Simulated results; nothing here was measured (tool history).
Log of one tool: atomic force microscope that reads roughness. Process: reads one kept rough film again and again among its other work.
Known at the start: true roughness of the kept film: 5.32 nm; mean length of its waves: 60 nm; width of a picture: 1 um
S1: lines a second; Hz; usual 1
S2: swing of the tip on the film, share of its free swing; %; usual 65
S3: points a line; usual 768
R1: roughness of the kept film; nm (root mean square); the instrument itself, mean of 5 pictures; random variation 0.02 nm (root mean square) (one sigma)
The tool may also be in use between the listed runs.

run	hour	S1	S2	S3	R1
1	0	1	65	768	4.943
2	43.7	1	65	768	4.968
3	124.5	1	86	768	4.614
4	198.3	1	83	768	4.689
5	259.9	1	83	768	4.674
6	306.6	1	83	768	4.666
7	356.9	1	83	768	4.691
8	396.1	1	83	768	4.701
9	441.9	1.16	65	768	4.903
10	481.1	1	65	768	4.907
11	560.8	1	65	312	4.936
12	632.9	1	65	312	4.914
13	715	1	65	312	4.934
14	788.4	1	65	312	4.897
15	850.9	1	65	312	4.878
16	919.5	0.68	65	768	5.01
17	984.7	1	69	768	4.905
18	1055.9	1.33	65	365	4.863
19	1110	0.63	63	732	5.005
20	1188.1	0.63	63	732	5.02
21	1262.6	0.63	63	732	5.015
22	1329.9	1	74	296	4.797
23	1410.2	1.88	66	522	4.77
24	1487.9	1.88	66	522	4.759
25	1548	1.88	66	522	4.766
26	1615.5	0.87	66	680	4.959
27	1693	1.3	73	301	4.727
28	1732.5	1.17	76	934	4.742
29	1809.3	1	63	618	4.98
30	1879.9	0.58	81	619	4.893
31	1939.6	3.98	65	390	4.515
32	2024.5	3.98	65	390	4.48
33	2080.9	1	65	476	4.943
34	2133.8	1	65	476	4.937

Not shown: 8 entries that the log had between the listed runs. Between which runs, and how does the tool's hidden state differ before and after?
Between runs 3 and 4: new tip fitted (hour 190.9)
  radius of the tip, nm: 7.3 -> 7
Between runs 10 and 11: new tip fitted (hour 499.4)
  radius of the tip, nm: 7.3 -> 7.1
Between runs 14 and 15: new tip fitted (hour 810.8)
  radius of the tip, nm: 7.3 -> 7.1
Between runs 19 and 20: new tip fitted (hour 1121.9)
  radius of the tip, nm: 7.4 -> 7.1
Between runs 21 and 22: height scale calibrated on a step standard (hour 1303.3)
  height scale over the true one, %: -0.04 -> 0
Between runs 23 and 24: new tip fitted (hour 1430.8)
  radius of the tip, nm: 7.3 -> 7.1
Between runs 28 and 29: new tip fitted (hour 1739.6)
  radius of the tip, nm: 7.4 -> 7.1
Between runs 32 and 33: new tip fitted (hour 2049.6)
  radius of the tip, nm: 7.3 -> 7
